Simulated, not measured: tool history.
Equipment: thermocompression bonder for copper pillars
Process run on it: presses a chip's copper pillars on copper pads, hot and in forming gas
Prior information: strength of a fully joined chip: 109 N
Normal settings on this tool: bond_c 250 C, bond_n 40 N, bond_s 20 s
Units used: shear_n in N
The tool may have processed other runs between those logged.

{"run": 1, "hour": 0.0, "bond_c": 250, "bond_n": 40, "bond_s": 20, "shear_n": 64.7}
{"run": 2, "hour": 19.2, "bond_c": 250, "bond_n": 40, "bond_s": 20, "shear_n": 63.2}
{"run": 3, "hour": 54.1, "bond_c": 250, "bond_n": 40, "bond_s": 20, "shear_n": 62}
{"run": 4, "hour": 91.4, "bond_c": 250, "bond_n": 40, "bond_s": 20, "shear_n": 61.6}
{"run": 5, "hour": 128.5, "bond_c": 250, "bond_n": 40, "bond_s": 20, "shear_n": 60.4}
{"run": 6, "hour": 155.5, "bond_c": 250, "bond_n": 40, "bond_s": 20, "shear_n": 59.9}
{"run": 7, "hour": 179.2, "bond_c": 250, "bond_n": 59, "bond_s": 20, "shear_n": 67.2}
{"hour": 189.1, "done": "forming gas filter changed"}
{"run": 8, "hour": 206.2, "bond_c": 250, "bond_n": 40, "bond_s": 15, "shear_n": 60.6}
{"run": 9, "hour": 222.0, "bond_c": 250, "bond_n": 40, "bond_s": 15, "shear_n": 60.1}
{"run": 10, "hour": 258.5, "bond_c": 250, "bond_n": 40, "bond_s": 15, "shear_n": 59.9}
{"run": 11, "hour": 292.5, "bond_c": 250, "bond_n": 40, "bond_s": 53, "shear_n": 82.3}
{"run": 12, "hour": 322.1, "bond_c": 250, "bond_n": 40, "bond_s": 53, "shear_n": 80.8}
{"run": 13, "hour": 347.1, "bond_c": 250, "bond_n": 40, "bond_s": 53, "shear_n": 80.6}
{"run": 14, "hour": 385.0, "bond_c": 250, "bond_n": 40, "bond_s": 38, "shear_n": 73.7}
{"run": 15, "hour": 406.5, "bond_c": 250, "bond_n": 40, "bond_s": 38, "shear_n": 73.1}
{"run": 16, "hour": 426.8, "bond_c": 246, "bond_n": 40, "bond_s": 38, "shear_n": 69.4}
{"run": 17, "hour": 451.5, "bond_c": 246, "bond_n": 40, "bond_s": 38, "shear_n": 69}
{"hour": 475.9, "done": "forming gas filter changed"}
{"run": 18, "hour": 477.4, "bond_c": 250, "bond_n": 40, "bond_s": 20, "shear_n": 66.6}
{"run": 19, "hour": 494.5, "bond_c": 250, "bond_n": 40, "bond_s": 20, "shear_n": 67.6}
{"run": 20, "hour": 514.4, "bond_c": 250, "bond_n": 40, "bond_s": 20, "shear_n": 66.3}
{"run": 21, "hour": 546.5, "bond_c": 262, "bond_n": 49, "bond_s": 20, "shear_n": 77.5}
{"run": 22, "hour": 572.4, "bond_c": 240, "bond_n": 40, "bond_s": 31, "shear_n": 67.2}
{"hour": 587.5, "done": "heater calibrated with a thermocouple chip"}
{"run": 23, "hour": 597.5, "bond_c": 240, "bond_n": 40, "bond_s": 31, "shear_n": 62.9}
{"run": 24, "hour": 620.1, "bond_c": 240, "bond_n": 40, "bond_s": 31, "shear_n": 62.1}
{"run": 25, "hour": 635.4, "bond_c": 244, "bond_n": 27, "bond_s": 26, "shear_n": 52.7}
{"run": 26, "hour": 668.7, "bond_c": 244, "bond_n": 27, "bond_s": 26, "shear_n": 52}
{"run": 27, "hour": 703.6, "bond_c": 279, "bond_n": 55, "bond_s": 11, "shear_n": 70.5}
{"run": 28, "hour": 738.8, "bond_c": 249, "bond_n": 55, "bond_s": 15, "shear_n": 59.2}
{"hour": 763.8, "done": "forming gas filter changed"}
{"run": 29, "hour": 763.8, "bond_c": 250, "bond_n": 43, "bond_s": 12, "shear_n": 55.4}
{"run": 30, "hour": 801.2, "bond_c": 250, "bond_n": 30, "bond_s": 12, "shear_n": 47.8}
{"hour": 829.6, "done": "force cell calibrated"}
{"run": 31, "hour": 838.5, "bond_c": 250, "bond_n": 30, "bond_s": 12, "shear_n": 48.5}
{"run": 32, "hour": 872.6, "bond_c": 228, "bond_n": 50, "bond_s": 20, "shear_n": 54.9}
{"run": 33, "hour": 904.3, "bond_c": 227, "bond_n": 38, "bond_s": 20, "shear_n": 47.9}
{"run": 34, "hour": 940.5, "bond_c": 276, "bond_n": 40, "bond_s": 10, "shear_n": 63.5}
{"run": 35, "hour": 969.1, "bond_c": 275, "bond_n": 32, "bond_s": 31, "shear_n": 77.4}
{"run": 36, "hour": 1006.4, "bond_c": 275, "bond_n": 24, "bond_s": 40, "shear_n": 74.4}
{"run": 37, "hour": 1029.1, "bond_c": 275, "bond_n": 27, "bond_s": 40, "shear_n": 76.6}
{"hour": 1049.9, "done": "forming gas filter changed"}
{"run": 38, "hour": 1058.1, "bond_c": 250, "bond_n": 24, "bond_s": 44, "shear_n": 69.8}
{"run": 39, "hour": 1077.2, "bond_c": 276, "bond_n": 46, "bond_s": 12, "shear_n": 74.4}
{"run": 40, "hour": 1108.3, "bond_c": 268, "bond_n": 60, "bond_s": 17, "shear_n": 81.8}

Each row is a separate what-if for the run after 40, all from the same tool condition, not one after another. Results?
{"run": "A", "hour": 1123.7, "bond_c": 256, "bond_n": 48, "bond_s": 20, "shear_n": "?"}
{"run": "B", "hour": 1123.7, "bond_c": 242, "bond_n": 47, "bond_s": 20, "shear_n": "?"}
{"run": "C", "hour": 1123.7, "bond_c": 280, "bond_n": 47, "bond_s": 34, "shear_n": "?"}
{"run": "D", "hour": 1123.7, "bond_c": 279, "bond_n": 46, "bond_s": 20, "shear_n": "?"}

run=A shear_n=72.5
run=B shear_n=62.2
run=C shear_n=93
run=D shear_n=84.4
With no hidden state in the tool, these same runs would have given:
run=A shear_n=74.4
run=B shear_n=63.7
run=C shear_n=95.9
run=D shear_n=86.9
